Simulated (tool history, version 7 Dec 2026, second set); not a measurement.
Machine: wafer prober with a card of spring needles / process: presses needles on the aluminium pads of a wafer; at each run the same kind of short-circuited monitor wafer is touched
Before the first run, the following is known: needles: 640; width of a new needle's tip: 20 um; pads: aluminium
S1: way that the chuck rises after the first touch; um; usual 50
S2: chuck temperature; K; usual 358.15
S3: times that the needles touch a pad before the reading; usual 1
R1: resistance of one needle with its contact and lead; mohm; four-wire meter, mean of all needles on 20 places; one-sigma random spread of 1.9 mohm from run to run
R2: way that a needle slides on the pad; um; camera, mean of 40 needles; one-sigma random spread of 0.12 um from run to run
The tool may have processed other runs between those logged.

| run | hour | S1 | S2 | S3 | R1 | R2 |
|---|---|---|---|---|---|---|
| 1 | 0 | 50 | 358.15 | 1 | 271 | 13.35 |
|  | 12.7 | tips cleaned on abrasive film |
| 2 | 17.8 | 50 | 358.15 | 1 | 249 | 13.53 |
| 3 | 33.9 | 50 | 366.15 | 1 | 299 | 13.42 |
|  | 35.8 | tips cleaned on abrasive film |
| 4 | 50.2 | 50 | 366.15 | 1 | 283 | 13.47 |
|  | 58.9 | tips cleaned on abrasive film |
| 5 | 66 | 50 | 358.15 | 3 | 229 | 13.57 |
| 6 | 76.7 | 69 | 358.15 | 1 | 245 | 18.99 |
|  | 81.6 | tips cleaned on abrasive film |
| 7 | 91.8 | 50 | 358.15 | 1 | 275 | 13.36 |
|  | 105 | tips cleaned on abrasive film |
| 8 | 112.1 | 50 | 385.15 | 1 | 265 | 13.26 |
|  | 128.1 | tips cleaned on abrasive film |
| 9 | 133.3 | 50 | 393.15 | 1 | 266 | 13.04 |
| 10 | 142.3 | 50 | 358.15 | 2 | 257 | 13.28 |
|  | 151.2 | tips cleaned on abrasive film |
| 11 | 162.8 | 50 | 358.15 | 2 | 250 | 13.35 |
|  | 173.6 | tips cleaned on abrasive film |
| 12 | 183.7 | 50 | 358.15 | 2 | 254 | 13.38 |
|  | 195.7 | tips cleaned on abrasive film |
| 13 | 199.7 | 50 | 358.15 | 2 | 235 | 13.24 |
| 14 | 210.2 | 50 | 358.15 | 1 | 291 | 13.38 |
|  | 218 | tips cleaned on abrasive film |
| 15 | 230.9 | 43 | 321.15 | 1 | 315 | 11.2 |
|  | 240.5 | tips cleaned on abrasive film |
| 16 | 243.1 | 33 | 300.15 | 1 | 273 | 8.51 |
| 17 | 262.5 | 46 | 300.15 | 2 | 268 | 12.08 |
|  | 263.9 | tips cleaned on abrasive film |
| 18 | 274.7 | 45 | 306.15 | 2 | 257 | 11.86 |
|  | 281.1 | height of the first contact set anew |
|  | 286.3 | tips cleaned on abrasive film |
| 19 | 288.5 | 45 | 309.15 | 2 | 217 | 12.49 |
| 20 | 300.4 | 33 | 309.15 | 2 | 316 | 9.12 |
|  | 309.7 | tips cleaned on abrasive film |
| 21 | 314 | 47 | 303.15 | 2 | 225 | 13.14 |
| 22 | 323.1 | 50 | 338.15 | 2 | 252 | 13.93 |
|  | 332.8 | tips cleaned on abrasive film |
| 23 | 339.2 | 50 | 318.15 | 1 | 247 | 13.96 |
| 24 | 354.2 | 50 | 318.15 | 1 | 291 | 13.91 |
|  | 355.3 | tips cleaned on abrasive film |
| 25 | 373.5 | 50 | 318.15 | 1 | 287 | 13.97 |
|  | 377.7 | tips cleaned on abrasive film |
| 26 | 391.6 | 35 | 358.15 | 1 | 366 | 9.66 |
|  | 400.8 | tips cleaned on abrasive film |
| 27 | 404.9 | 40 | 340.15 | 1 | 269 | 10.95 |
| 28 | 416.3 | 40 | 340.15 | 1 | 342 | 11.05 |

Difference, measured minus no-hidden-state, one row per run. Run-to-run variation is common to both terms; the gauge's own scatter need not be:
The tool's hidden condition here consists of: debris on the tips, nm; way that the needles fall short of the set height, um; tips' diameter, um; drift of the gauge itself on contact_mohm, %; drift of the gauge itself on scrub_um, %.
| run | R1 | R2 |
|---|---|---|
| 1 | +63 | -0.44 |
| 2 | +41 | -0.47 |
| 3 | +89 | -0.48 |
| 4 | +75 | -0.51 |
| 5 | +19 | -0.53 |
| 6 | +46 | -0.54 |
| 7 | +66 | -0.55 |
| 8 | +51 | -0.57 |
| 9 | +46 | -0.58 |
| 10 | +49 | -0.59 |
| 11 | +41 | -0.62 |
| 12 | +43 | -0.65 |
| 13 | +23 | -0.67 |
| 14 | +82 | -0.67 |
| 15 | +112 | -0.67 |
| 16 | +62 | -0.71 |
| 17 | +73 | -0.7 |
| 18 | +56 | -0.73 |
| 19 | +18 | -0.03 |
| 20 | +101 | -0.02 |
| 21 | +28 | -0.04 |
| 22 | +45 | -0.05 |
| 23 | +49 | -0.07 |
| 24 | +93 | -0.07 |
| 25 | +91 | -0.1 |
| 26 | +143 | -0.11 |
| 27 | +56 | -0.15 |
| 28 | +128 | -0.15 |
